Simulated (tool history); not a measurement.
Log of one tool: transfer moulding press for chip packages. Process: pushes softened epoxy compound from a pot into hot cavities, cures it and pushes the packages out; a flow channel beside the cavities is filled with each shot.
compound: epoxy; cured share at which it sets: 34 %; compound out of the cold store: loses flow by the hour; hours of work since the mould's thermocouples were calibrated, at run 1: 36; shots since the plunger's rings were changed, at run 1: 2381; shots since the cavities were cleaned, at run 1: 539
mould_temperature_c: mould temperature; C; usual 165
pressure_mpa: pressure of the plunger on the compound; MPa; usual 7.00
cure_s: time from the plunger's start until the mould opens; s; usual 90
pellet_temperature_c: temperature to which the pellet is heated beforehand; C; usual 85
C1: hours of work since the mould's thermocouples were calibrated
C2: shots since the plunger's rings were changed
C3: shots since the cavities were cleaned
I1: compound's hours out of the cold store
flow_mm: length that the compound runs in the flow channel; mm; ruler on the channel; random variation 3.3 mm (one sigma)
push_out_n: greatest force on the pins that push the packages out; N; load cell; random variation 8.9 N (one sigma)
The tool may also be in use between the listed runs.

Run 1, hour 0.0: usual settings; C1 36; C2 2381; C3 539; I1 27.8. Result: flow_mm 881 mm, push_out_n 691 N.
At hour 25.3: cavities cleaned with cleaning compound and waxed.
Run 2, hour 56.5: usual settings; C1 76; C2 3234; C3 484; I1 17.3. Result: flow_mm 897 mm, push_out_n 943 N.
At hour 81.3: cavities cleaned with cleaning compound and waxed.
At hour 143.2: cavities cleaned with cleaning compound and waxed.
Run 3, hour 143.8: usual settings but pellet_temperature_c 91 C; C1 139; C2 4544; C3 10; I1 47.8. Result: flow_mm 785 mm, push_out_n 408 N.
At hour 153.0: plunger's sealing rings changed.
Run 4, hour 196.3: usual settings but cure_s 104 s; C1 176; C2 673; C3 786; I1 39.9. Result: flow_mm 868 mm, push_out_n 658 N.
At hour 202.4: cavities cleaned with cleaning compound and waxed.
At hour 258.2: cavities cleaned with cleaning compound and waxed.
Run 5, hour 290.4: usual settings but cure_s 104 s; C1 243; C2 2087; C3 500; I1 24.4. Result: flow_mm 887 mm, push_out_n 578 N.
At hour 317.2: cavities cleaned with cleaning compound and waxed.
Run 6, hour 341.3: usual settings but cure_s 104 s; C1 280; C2 2854; C3 374; I1 43.4. Result: flow_mm 818 mm, push_out_n 572 N.
At hour 375.0: cavities cleaned with cleaning compound and waxed.
Run 7, hour 427.6: usual settings; C1 343; C2 4171; C3 817; I1 23.9. Result: flow_mm 857 mm, push_out_n 766 N.
At hour 437.3: cavities cleaned with cleaning compound and waxed.
At hour 462.5: plunger's sealing rings changed.
At hour 494.0: cavities cleaned with cleaning compound and waxed, once more.
Run 8, hour 499.2: usual settings; C1 392; C2 546; C3 81; I1 12.6. Result: flow_mm 952 mm, push_out_n 494 N.
At hour 548.7: cavities cleaned with cleaning compound and waxed.
Run 9, hour 565.4: usual settings but mould_temperature_c 164 C; C1 440; C2 1551; C3 260; I1 9.6. Result: flow_mm 946 mm, push_out_n 601 N.
At hour 604.5: cavities cleaned with cleaning compound and waxed.
Run 10, hour 619.9: usual settings but mould_temperature_c 164 C; C1 479; C2 2372; C3 237; I1 42.7. Result: flow_mm 832 mm, push_out_n 625 N.
At hour 666.1: cavities cleaned with cleaning compound and waxed.
Run 11, hour 672.7: usual settings but mould_temperature_c 164 C; C1 517; C2 3170; C3 103; I1 12.6. Result: flow_mm 914 mm, push_out_n 515 N.
At hour 723.2: cavities cleaned with cleaning compound and waxed.
Run 12, hour 728.0: usual settings but mould_temperature_c 164 C; C1 557; C2 4005; C3 75; I1 9.9. Result: flow_mm 903 mm, push_out_n 516 N.
At hour 772.6: plunger's sealing rings changed.
At hour 782.5: cavities cleaned with cleaning compound and waxed.
Run 13, hour 806.6: usual settings but mould_temperature_c 169 C, pressure_mpa 7.47 MPa, cure_s 122 s, pellet_temperature_c 76 C; C1 612; C2 505; C3 374; I1 42.6. Result: flow_mm 884 mm, push_out_n 525 N.
At hour 837.9: cavities cleaned with cleaning compound and waxed.
Run 14, hour 864.1: usual settings but cure_s 81 s; C1 654; C2 1374; C3 407; I1 43.4. Result: flow_mm 845 mm, push_out_n 767 N.
At hour 894.6: cavities cleaned with cleaning compound and waxed.
Run 15, hour 922.4: usual settings but pressure_mpa 6.63 MPa, cure_s 79 s; C1 696; C2 2256; C3 432; I1 13.9. Result: flow_mm 897 mm, push_out_n 891 N.
At hour 950.1: mould's thermocouples calibrated.
At hour 951.6: cavities cleaned with cleaning compound and waxed.
Run 16, hour 994.2: usual settings but mould_temperature_c 170 C, pressure_mpa 7.43 MPa, cure_s 75 s, pellet_temperature_c 84 C; C1 32; C2 3316; C3 662; I1 43.0. Result: flow_mm 838 mm, push_out_n 784 N.
At hour 1010.9: cavities cleaned with cleaning compound and waxed.
Run 17, hour 1057.1: usual settings but mould_temperature_c 162 C, cure_s 97 s; C1 77; C2 4270; C3 718; I1 21.8. Result: flow_mm 870 mm, push_out_n 759 N.
At hour 1067.6: cavities cleaned with cleaning compound and waxed.
At hour 1083.6: plunger's sealing rings changed.
At hour 1126.9: cavities cleaned with cleaning compound and waxed.
Run 18, hour 1150.3: usual settings but mould_temperature_c 157 C, pressure_mpa 6.05 MPa, cure_s 74 s; C1 142; C2 1012; C3 363; I1 8.4. Result: flow_mm 902 mm, push_out_n 1660 N.
At hour 1183.0: cavities cleaned with cleaning compound and waxed.
Run 19, hour 1222.0: usual settings but mould_temperature_c 157 C, pressure_mpa 6.05 MPa, cure_s 74 s; C1 194; C2 2103; C3 606; I1 32.7. Result: flow_mm 813 mm, push_out_n 1713 N.
At hour 1242.3: cavities cleaned with cleaning compound and waxed.
Run 20, hour 1266.4: usual settings but mould_temperature_c 162 C, pellet_temperature_c 80 C; C1 226; C2 2769; C3 375; I1 24.2. Result: flow_mm 886 mm, push_out_n 781 N.
At hour 1297.8: cavities cleaned with cleaning compound and waxed.
Run 21, hour 1317.0: usual settings but mould_temperature_c 162 C, pressure_mpa 6.13 MPa, cure_s 95 s, pellet_temperature_c 80 C; C1 262; C2 3531; C3 297; I1 10.5. Result: flow_mm 857 mm, push_out_n 650 N.
At hour 1354.7: cavities cleaned with cleaning compound and waxed.
Run 22, hour 1365.1: usual settings but mould_temperature_c 162 C, pressure_mpa 6.13 MPa, cure_s 95 s, pellet_temperature_c 80 C; C1 297; C2 4254; C3 161; I1 30.9. Result: flow_mm 792 mm, push_out_n 555 N.
At hour 1396.5: plunger's sealing rings changed.
At hour 1414.7: cavities cleaned with cleaning compound and waxed.
Run 23, hour 1434.8: usual settings but pellet_temperature_c 94 C; C1 345; C2 571; C3 312; I1 15.4. Result: flow_mm 937 mm, push_out_n 580 N.
At hour 1474.5: cavities cleaned with cleaning compound and waxed.
Run 24, hour 1504.5: usual settings but cure_s 130 s, pellet_temperature_c 94 C; C1 396; C2 1630; C3 466; I1 10.0. Result: flow_mm 942 mm, push_out_n 557 N.

Measured less the same run without the tool's hidden state. The same run-to-run variation is in both; the gauge's scatter may not be:
The hidden state here: true mould temperature over the reading, C; pressure that reaches the compound, % of what is set; grip of the stained cavities, % over clean ones'; drift of the gauge itself on flow_mm, %; drift of the gauge itself on push_out_n, %.
run  flow_mm  push_out_n
  1      -34        +299
  2      -46        +537
  3      -60         +22
  4       -9        +315
  5      -32        +229
  6      -40        +216
  7      -62        +377
  8       -8         +76
  9      -22        +182
 10      -30        +205
 11      -46         +87
 12      -58         +87
 13       -7        +194
 14      -18        +297
 15      -32        +378
 16      -45        +350
 17      -62        +351
 18      -13        +618
 19      -26        +770
 20      -37        +296
 21      -47        +222
 22      -54        +126
 23      -11        +201
 24      -27        +224
